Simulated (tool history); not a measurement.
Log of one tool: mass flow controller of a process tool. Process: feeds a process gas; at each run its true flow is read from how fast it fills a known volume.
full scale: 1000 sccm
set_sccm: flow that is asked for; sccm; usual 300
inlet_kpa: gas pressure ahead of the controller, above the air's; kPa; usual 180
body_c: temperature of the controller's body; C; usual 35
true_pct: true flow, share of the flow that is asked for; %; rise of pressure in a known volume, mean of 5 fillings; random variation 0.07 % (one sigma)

| run | day | set_sccm | inlet_kpa | body_c | true_pct |
|---|---|---|---|---|---|
| 1 | 0.000 | 300 | 180 | 35 | 94.95 |
| 2 | 3.642 | 300 | 180 | 35 | 95.05 |
| 3 | 6.442 | 300 | 180 | 37 | 95.11 |
| 4 | 9.367 | 300 | 180 | 37 | 95.08 |
| 5 | 14.846 | 300 | 180 | 37 | 94.95 |
| 6 | 18.733 | 300 | 180 | 37 | 94.97 |
| 7 | 23.517 | 300 | 179 | 35 | 94.82 |
| 8 | 26.225 | 300 | 179 | 35 | 94.66 |
| 9 | 30.358 | 473 | 180 | 35 | 95.78 |
| 10 | 33.992 | 313 | 180 | 35 | 94.79 |
| 11 | 36.542 | 112 | 180 | 35 | 91.05 |
| 12 | 40.325 | 112 | 180 | 35 | 91.06 |
| 13 | 44.788 | 112 | 180 | 35 | 90.81 |
| 14 | 47.671 | 112 | 180 | 35 | 90.84 |
| 15 | 53.246 | 282 | 165 | 34 | 94.10 |
| 16 | 57.488 | 300 | 149 | 35 | 94.21 |
| 17 | 61.171 | 300 | 200 | 25 | 93.55 |
| 18 | 66.471 | 302 | 210 | 32 | 94.13 |
| 19 | 70.246 | 293 | 194 | 34 | 93.90 |
| 20 | 75.162 | 293 | 191 | 34 | 93.94 |
| 21 | 79.546 | 293 | 191 | 34 | 94.00 |
| 22 | 82.508 | 293 | 191 | 34 | 93.94 |
| 23 | 87.908 | 115 | 191 | 34 | 89.90 |
| 24 | 91.179 | 115 | 191 | 34 | 89.76 |
| 25 | 95.471 | 115 | 191 | 33 | 89.68 |
| 26 | 99.925 | 857 | 189 | 39 | 97.17 |

Forecast each of these 5 alternatives for the next run:
| A | 103.721 | 347 | 216 | 38 | ? |
| B | 103.721 | 857 | 277 | 39 | ? |
| C | 103.721 | 980 | 243 | 25 | ? |
| D | 103.721 | 206 | 180 | 35 | ? |
| E | 103.721 | 300 | 180 | 27 | ? |

| run | true_pct |
|---|---|
| A | 94.51 |
| B | 97.35 |
| C | 96.74 |
| D | 92.30 |
| E | 93.14 |
Without the tool's hidden state the same runs would have given:
| run | true_pct |
|---|---|
| A | 99.00 |
| B | 100.71 |
| C | 100.01 |
| D | 98.08 |
| E | 97.93 |

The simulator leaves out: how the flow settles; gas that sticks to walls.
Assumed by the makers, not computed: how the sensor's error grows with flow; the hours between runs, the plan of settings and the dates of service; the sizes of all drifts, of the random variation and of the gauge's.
